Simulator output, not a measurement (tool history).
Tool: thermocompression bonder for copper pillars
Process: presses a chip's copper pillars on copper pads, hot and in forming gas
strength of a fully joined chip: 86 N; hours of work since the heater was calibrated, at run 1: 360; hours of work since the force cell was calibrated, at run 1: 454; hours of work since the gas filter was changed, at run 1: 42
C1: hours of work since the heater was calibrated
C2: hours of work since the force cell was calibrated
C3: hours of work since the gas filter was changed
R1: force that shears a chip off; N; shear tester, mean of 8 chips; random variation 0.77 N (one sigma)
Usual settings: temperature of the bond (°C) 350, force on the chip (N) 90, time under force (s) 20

{"run": 1, "hour": 0.0, "temperature of the bond (°C)": 350, "force on the chip (N)": 90, "time under force (s)": 20, "C1": 360, "C2": 454, "C3": 42, "R1": 60.2}
{"run": 2, "hour": 68.5, "temperature of the bond (°C)": 350, "force on the chip (N)": 90, "time under force (s)": 20, "C1": 393, "C2": 487, "C3": 75, "R1": 60.1}
{"run": 3, "hour": 121.7, "temperature of the bond (°C)": 322, "force on the chip (N)": 90, "time under force (s)": 20, "C1": 419, "C2": 513, "C3": 101, "R1": 50.6}
{"run": 4, "hour": 161.4, "temperature of the bond (°C)": 360, "force on the chip (N)": 90, "time under force (s)": 20, "C1": 438, "C2": 532, "C3": 120, "R1": 62}
{"hour": 208.7, "done": "forming gas filter changed"}
{"run": 5, "hour": 230.9, "temperature of the bond (°C)": 360, "force on the chip (N)": 90, "time under force (s)": 20, "C1": 471, "C2": 565, "C3": 11, "R1": 62.6}
{"run": 6, "hour": 296.0, "temperature of the bond (°C)": 360, "force on the chip (N)": 90, "time under force (s)": 20, "C1": 502, "C2": 596, "C3": 42, "R1": 62.1}
{"run": 7, "hour": 354.6, "temperature of the bond (°C)": 360, "force on the chip (N)": 90, "time under force (s)": 20, "C1": 530, "C2": 625, "C3": 70, "R1": 62}
{"run": 8, "hour": 396.3, "temperature of the bond (°C)": 360, "force on the chip (N)": 90, "time under force (s)": 20, "C1": 551, "C2": 645, "C3": 90, "R1": 63.8}
{"run": 9, "hour": 433.2, "temperature of the bond (°C)": 350, "force on the chip (N)": 90, "time under force (s)": 20, "C1": 568, "C2": 662, "C3": 108, "R1": 60.6}
{"run": 10, "hour": 480.5, "temperature of the bond (°C)": 350, "force on the chip (N)": 90, "time under force (s)": 20, "C1": 591, "C2": 685, "C3": 131, "R1": 59.5}
{"hour": 505.4, "done": "forming gas filter changed"}
{"run": 11, "hour": 542.3, "temperature of the bond (°C)": 350, "force on the chip (N)": 90, "time under force (s)": 20, "C1": 621, "C2": 715, "C3": 18, "R1": 58.7}
{"run": 12, "hour": 577.1, "temperature of the bond (°C)": 366, "force on the chip (N)": 90, "time under force (s)": 20, "C1": 637, "C2": 731, "C3": 34, "R1": 64.4}
{"run": 13, "hour": 618.4, "temperature of the bond (°C)": 338, "force on the chip (N)": 73, "time under force (s)": 13, "C1": 657, "C2": 751, "C3": 54, "R1": 43.7}
{"run": 14, "hour": 654.3, "temperature of the bond (°C)": 341, "force on the chip (N)": 70, "time under force (s)": 14, "C1": 674, "C2": 769, "C3": 72, "R1": 44.6}
{"run": 15, "hour": 706.8, "temperature of the bond (°C)": 378, "force on the chip (N)": 54, "time under force (s)": 30, "C1": 700, "C2": 794, "C3": 97, "R1": 58.6}
{"run": 16, "hour": 767.1, "temperature of the bond (°C)": 350, "force on the chip (N)": 67, "time under force (s)": 45, "C1": 729, "C2": 823, "C3": 126, "R1": 63}
{"hour": 802.9, "done": "forming gas filter changed"}
{"run": 17, "hour": 819.6, "temperature of the bond (°C)": 350, "force on the chip (N)": 67, "time under force (s)": 45, "C1": 754, "C2": 848, "C3": 8, "R1": 63.7}
{"run": 18, "hour": 887.7, "temperature of the bond (°C)": 358, "force on the chip (N)": 129, "time under force (s)": 16, "C1": 787, "C2": 881, "C3": 41, "R1": 68.6}
{"run": 19, "hour": 951.3, "temperature of the bond (°C)": 361, "force on the chip (N)": 129, "time under force (s)": 16, "C1": 817, "C2": 911, "C3": 71, "R1": 68.5}
{"run": 20, "hour": 1001.9, "temperature of the bond (°C)": 356, "force on the chip (N)": 90, "time under force (s)": 10, "C1": 842, "C2": 936, "C3": 96, "R1": 52.1}
{"run": 21, "hour": 1033.9, "temperature of the bond (°C)": 356, "force on the chip (N)": 90, "time under force (s)": 10, "C1": 857, "C2": 951, "C3": 111, "R1": 49.7}
{"run": 22, "hour": 1078.3, "temperature of the bond (°C)": 376, "force on the chip (N)": 105, "time under force (s)": 15, "C1": 878, "C2": 972, "C3": 133, "R1": 67.4}
{"hour": 1102.4, "done": "forming gas filter changed"}
{"run": 23, "hour": 1135.0, "temperature of the bond (°C)": 376, "force on the chip (N)": 105, "time under force (s)": 15, "C1": 905, "C2": 999, "C3": 16, "R1": 67.4}

Forecast each of these 5 alternatives for the next run:
{"run": "A", "hour": 1182.3, "temperature of the bond (°C)": 350, "force on the chip (N)": 90, "time under force (s)": 41, "C1": 928, "C2": 1022, "C3": 38, "R1": "?"}
{"run": "B", "hour": 1182.3, "temperature of the bond (°C)": 370, "force on the chip (N)": 90, "time under force (s)": 20, "C1": 928, "C2": 1022, "C3": 38, "R1": "?"}
{"run": "C", "hour": 1182.3, "temperature of the bond (°C)": 376, "force on the chip (N)": 120, "time under force (s)": 15, "C1": 928, "C2": 1022, "C3": 38, "R1": "?"}
{"run": "D", "hour": 1182.3, "temperature of the bond (°C)": 350, "force on the chip (N)": 81, "time under force (s)": 43, "C1": 928, "C2": 1022, "C3": 38, "R1": "?"}
{"run": "E", "hour": 1182.3, "temperature of the bond (°C)": 350, "force on the chip (N)": 81, "time under force (s)": 20, "C1": 928, "C2": 1022, "C3": 38, "R1": "?"}

run=A R1=68.4
run=B R1=66.3
run=C R1=69.9
run=D R1=69.3
run=E R1=56.7
Without the tool's hidden state the same runs would have given:
run=A R1=68.8
run=B R1=66.7
run=C R1=70.2
run=D R1=69.7
run=E R1=57
